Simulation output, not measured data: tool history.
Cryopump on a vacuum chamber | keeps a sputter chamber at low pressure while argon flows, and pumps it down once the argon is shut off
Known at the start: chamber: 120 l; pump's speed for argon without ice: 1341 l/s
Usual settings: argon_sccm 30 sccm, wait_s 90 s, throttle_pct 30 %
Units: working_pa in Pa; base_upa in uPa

run,hour,argon_sccm,wait_s,throttle_pct,working_pa,base_upa
1,0,30,90,30,0.1313,3.33
2,27.7,30,203,30,0.1307,2.93
3,57.8,30,203,30,0.1327,2.94
4,78.7,30,90,29,0.1356,3.4
5,99.6,30,36,30,0.1322,4.72
6,117.5,30,175,30,0.1313,3.16
7,132.9,30,175,30,0.1319,3.21
8,164.8,30,90,30,0.1322,3.72
9,181.4,30,90,30,0.1315,3.64
10,201.9,30,90,30,0.1331,3.56
11,220.8,30,90,30,0.1321,3.74
12,252.7,30,90,30,0.1334,3.8
13,280.1,12,255,34,0.0465,3.28
14,298.4,12,255,34,0.0469,3.32
15,315.9,12,255,34,0.0471,3.41
16,348.1,12,221,34,0.0472,3.43
17,368,12,221,34,0.047,3.5
18,397.2,12,221,34,0.0473,3.47
19,416.3,12,221,34,0.0479,3.53
20,437.1,12,221,34,0.0474,3.64
21,460.3,12,221,34,0.0476,3.66
22,475.2,25,90,30,0.1108,4.15
23,497.9,27,85,60,0.0643,4.25

3 ways to go on from here, each from the tool as it stands after run 23. What would each give?
A,518.9,14,85,60,?,?
B,518.9,27,30,35,?,?
C,518.9,32,210,29,?,?

run,working_pa,base_upa
A,0.0335,4.35
B,0.1049,6.03
C,0.1479,3.75
Without the tool's hidden state the same runs would have given:
run,working_pa,base_upa
A,0.0295,1.1
B,0.0973,2.74
C,0.1389,0.55
